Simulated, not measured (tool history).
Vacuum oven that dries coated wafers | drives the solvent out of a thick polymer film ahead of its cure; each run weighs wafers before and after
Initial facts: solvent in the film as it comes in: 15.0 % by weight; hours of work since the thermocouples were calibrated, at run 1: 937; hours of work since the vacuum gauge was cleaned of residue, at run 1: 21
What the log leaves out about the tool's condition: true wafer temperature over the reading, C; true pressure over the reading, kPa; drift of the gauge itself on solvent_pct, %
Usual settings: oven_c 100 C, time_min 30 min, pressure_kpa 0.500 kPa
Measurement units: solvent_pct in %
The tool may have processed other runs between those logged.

run    hour  oven_c  time_min  pressure_kpa  hours of work since the thermocouples were calibrated  hours of work since the vacuum gauge was cleaned of residue  solvent_pct
  1     0.0     100        30         0.500                                                    937                                                           21         0.81
  2    48.1     100        30         0.500                                                    972                                                           56         0.87
  3    79.9     114        30         0.500                                                    995                                                           79         0.16
  4   150.7     114        30         0.500                                                   1046                                                          131         0.21
  5   210.5     114        30         0.500                                                   1090                                                          174         0.21
  6   270.9     114        30         1.256                                                   1134                                                          218         0.34
  7   301.2     114        30         1.256                                                   1156                                                          240         0.32
      348.0  -- oven's thermocouples calibrated
  8   374.8     112        30         0.500                                                     20                                                          293         0.24
  9   413.4     112        30         0.500                                                     48                                                          321         0.27
 10   459.8      95        30         0.500                                                     82                                                          355         1.35
 11   513.2      95        30         0.500                                                    120                                                          394         1.26
 12   565.6      95        30         0.500                                                    159                                                          432         1.35
 13   616.6      95        30         0.500                                                    196                                                          469         1.27
 14   683.4     100        31         0.500                                                    245                                                          518         0.81
 15   715.9     100        46         1.576                                                    268                                                          541         0.80
 16   775.0     107        25         0.500                                                    311                                                          584         0.66
 17   833.7     100        43         1.451                                                    354                                                          627         0.88
 18   874.4     100        43         1.451                                                    384                                                          657         0.69
 19   914.8      95        30         0.400                                                    413                                                          686         1.42
 20   979.4      89        30         0.558                                                    460                                                          733         2.25
 21  1014.5     100        38         0.884                                                    486                                                          759         0.57
 22  1076.8      92        38         1.207                                                    531                                                          804         1.46
 23  1117.0     108        26         0.500                                                    561                                                          834         0.55
 24  1187.7     108        26         0.500                                                    612                                                          885         0.56
 25  1216.4     100        16         0.500                                                    633                                                          906         2.77
 26  1271.6     100        16         0.500                                                    673                                                          946         2.73
 27  1303.7     101        16         0.940                                                    697                                                          970         2.77

5 options for the next run, each taken on its own from the tool as it stands now. Forecast them:
  A  1346.7     100        30         0.432                                                    728                                                         1001            ?
  B  1346.7     100        45         0.500                                                    728                                                         1001            ?
  C  1346.7      87        17         0.767                                                    728                                                         1001            ?
  D  1346.7     100        29         0.500                                                    728                                                         1001            ?
  E  1346.7      96        16         0.940                                                    728                                                         1001            ?

run  solvent_pct
  A         0.72
  B         0.43
  C         5.02
  D         0.92
  E         3.62
With no hidden state in the tool, these same runs would have given:
run  solvent_pct
  A         0.71
  B         0.43
  C         5.02
  D         0.92
  E         3.62
